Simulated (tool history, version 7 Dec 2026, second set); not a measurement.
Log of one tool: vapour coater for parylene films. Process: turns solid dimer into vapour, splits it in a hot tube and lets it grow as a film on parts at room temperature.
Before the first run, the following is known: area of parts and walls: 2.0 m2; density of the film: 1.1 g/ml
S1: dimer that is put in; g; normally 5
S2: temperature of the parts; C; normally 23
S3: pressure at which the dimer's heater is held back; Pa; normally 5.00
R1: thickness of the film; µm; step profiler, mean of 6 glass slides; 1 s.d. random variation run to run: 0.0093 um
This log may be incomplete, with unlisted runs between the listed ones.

run	hour	S1	S2	S3	R1
1	0.0	5	23	5.00	0.966
2	43.9	2	23	5.00	0.382
# hour 59.2: trap's valve overhauled
3	98.9	2	23	5.00	0.445
4	130.1	5	22	5.00	1.115
5	179.3	5	23	3.77	1.140
6	223.5	5	23	3.77	1.141
7	256.1	5	23	3.77	1.157
# hour 260.7: table's thermometer calibrated
8	287.3	5	23	5.00	1.052
9	319.6	5	23	2.17	1.249
10	359.2	5	23	3.62	1.119
11	380.0	3	25	5.00	0.601
12	426.4	4	25	5.00	0.808
13	449.3	7	32	2.52	1.356
# hour 467.6: table's thermometer calibrated, once more
14	484.3	5	29	2.52	1.092
15	515.1	4	25	2.24	0.973
16	550.9	4	16	10.18	0.893
17	577.7	9	27	11.35	1.482
18	621.8	9	27	11.35	1.479

Here are 5 independent what-if runs from the current tool condition. What would each one return?
A	656.7	5	27	11.41	?
B	656.7	6	23	5.00	?
C	656.7	3	17	5.81	?
D	656.7	7	20	2.51	?
E	656.7	5	23	5.47	?

run	R1
A	0.837
B	1.277
C	0.710
D	1.837
E	1.049
The same runs, with their run-to-run variation unchanged, on a tool lacking any hidden condition would have given:
run	R1
A	0.887
B	1.356
C	0.754
D	1.949
E	1.113
